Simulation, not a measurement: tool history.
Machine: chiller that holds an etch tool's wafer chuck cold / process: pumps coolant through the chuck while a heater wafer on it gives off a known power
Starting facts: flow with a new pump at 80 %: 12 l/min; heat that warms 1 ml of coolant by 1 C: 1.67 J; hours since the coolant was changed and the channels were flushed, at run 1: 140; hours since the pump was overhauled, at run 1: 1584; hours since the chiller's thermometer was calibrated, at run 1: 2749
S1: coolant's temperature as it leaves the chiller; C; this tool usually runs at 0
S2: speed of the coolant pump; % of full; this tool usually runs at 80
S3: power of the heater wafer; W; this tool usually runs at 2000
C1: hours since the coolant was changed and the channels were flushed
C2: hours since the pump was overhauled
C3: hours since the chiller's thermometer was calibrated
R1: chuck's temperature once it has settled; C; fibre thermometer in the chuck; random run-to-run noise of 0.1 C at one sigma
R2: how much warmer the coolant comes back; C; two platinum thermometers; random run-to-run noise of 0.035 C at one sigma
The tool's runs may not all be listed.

run,hour,S1,S2,S3,C1,C2,C3,R1,R2
1,0,0,80,2000,140,1584,2749,17.6,6.31
2,70.9,9,80,2000,211,1655,2820,26.7,6.31
3,143.2,9,80,2000,283,1727,2892,26.9,6.38
4,187.7,0,80,2000,328,1772,2937,17.8,6.36
5,234.4,0,80,2000,374,1819,2984,18.1,6.4
6,286.7,0,80,2000,427,1871,3036,18,6.4
7,359.7,0,80,2000,500,1944,3109,18,6.42
8,425.8,-4,80,2000,566,2010,3175,14.1,6.45
9,491.4,-4,80,2000,631,2076,3241,14.1,6.51
10,562.3,-4,80,2000,702,2147,3311,14.2,6.44
11,641.3,-4,80,2000,781,2226,3390,14.4,6.46
12,688.8,-7,80,2000,829,2273,3438,11.4,6.48
13,754,0,80,2000,894,2338,3503,18.6,6.45
14,818,0,80,2000,958,2402,3567,18.6,6.48
15,882.1,0,80,2000,1022,2466,3631,18.7,6.53
16,917.4,0,80,2000,1057,2502,3667,18.6,6.51
17,971.9,0,80,2000,1112,2556,3721,19,6.54
18,1021.8,0,85,2000,1162,2606,3771,17.9,6.18
19,1087.9,8,81,1384,1228,2672,3837,21.4,4.54
20,1151.5,8,81,1384,1291,2736,3901,21.1,4.5
21,1234.9,8,81,1384,1375,2819,3984,21.5,4.54
22,1322.2,8,81,1384,1462,2906,4071,21.3,4.56
23,1382.8,7,81,1384,1523,2967,4132,20.5,4.56
24,1468.8,7,81,1384,1609,3053,4218,20.6,4.5
25,1521.5,7,81,1384,1661,3106,4271,20.6,4.56
26,1596.8,-9,92,1384,1737,3181,4346,3.5,4.02
27,1667.1,5,80,2000,1807,3251,4416,24.7,6.74
28,1707.7,6,88,1206,1848,3292,4457,17.4,3.68
29,1765.9,-6,85,2170,1906,3350,4515,14.5,6.88
# hour 1800.3: chiller's thermometer calibrated
30,1835.5,-7,75,1647,1974,3419,35,9.3,5.92
31,1917.2,-7,75,1647,2056,3500,117,9.6,6.02

Branching from run 31: 5 alternative next runs. What would each branch give?
A,1966.3,-7,75,1044,2105,3550,166,?,?
B,1966.3,2,74,1647,2105,3550,166,?,?
C,1966.3,-8,79,2162,2105,3550,166,?,?
D,1966.3,0,97,2500,2105,3550,166,?,?
E,1966.3,-7,75,1212,2105,3550,166,?,?

run,R1,R2
A,3.4,3.76
B,18.6,6.06
C,12.6,7.44
D,19.9,6.94
E,5.1,4.46
What these runs would have given with no unlogged condition in the tool:
run,R1,R2
A,1.7,3.31
B,16,5.34
C,9.4,6.56
D,16.8,6.11
E,3.2,3.93
